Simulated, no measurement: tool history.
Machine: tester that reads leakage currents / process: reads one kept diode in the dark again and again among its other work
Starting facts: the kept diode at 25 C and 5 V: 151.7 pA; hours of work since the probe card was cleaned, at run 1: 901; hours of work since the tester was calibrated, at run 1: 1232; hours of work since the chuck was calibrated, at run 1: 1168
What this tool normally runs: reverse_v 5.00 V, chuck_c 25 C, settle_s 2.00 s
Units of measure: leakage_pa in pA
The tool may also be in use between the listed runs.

run	hour	reverse_v	chuck_c	settle_s	hours of work since the probe card was cleaned	hours of work since the tester was calibrated	hours of work since the chuck was calibrated	leakage_pa
1	0.0	5.00	25	2.00	901	1232	1168	169.30
2	30.1	5.00	25	2.00	917	1248	1183	169.83
3	65.9	5.00	25	2.00	936	1266	1202	170.01
4	122.4	5.00	25	2.00	966	1296	1232	169.70
5	159.0	5.00	25	2.05	985	1316	1252	171.09
6	212.6	5.00	25	6.73	1013	1344	1280	170.48
7	264.4	5.00	25	2.00	1041	1371	1307	171.10
8	307.1	5.00	25	2.00	1063	1394	1330	172.19
9	341.4	5.00	25	2.00	1081	1412	1348	171.37
10	383.9	11.52	25	2.00	1104	1435	1371	261.54
11	421.1	5.00	25	2.00	1124	1454	1390	172.07
12	467.6	5.00	25	2.00	1148	1479	1415	172.94
13	499.6	5.00	25	2.68	1165	1496	1432	172.78
14	547.1	5.00	25	0.32	1190	1521	1457	177.58
# hour 555.0: probe card cleaned and baked
15	578.7	5.00	25	2.05	13	1536	1472	175.04
# hour 643.2: chuck's temperature calibrated
16	643.2	5.18	25	2.05	46	1569	0	163.99
17	690.5	5.00	25	2.00	71	1594	25	160.65
# hour 728.5: probe card cleaned and baked, once more
18	739.4	5.00	25	2.00	6	1619	49	154.30
19	789.3	5.00	43	2.00	32	1645	76	732.02
20	830.1	5.00	53	2.00	54	1667	97	1628.06
21	863.5	5.00	53	2.00	71	1684	115	1629.75
22	916.9	6.10	21	1.24	100	1713	143	118.24

The next listed run, before its measurement:
23	976.3	18.33	23	0.56	131	1744	175	?

{"run 23": {"leakage_pa": 249.22}}
If the tool had no hidden condition, the same run with the same run-to-run variation would have returned leakage_pa 243.03 pA.
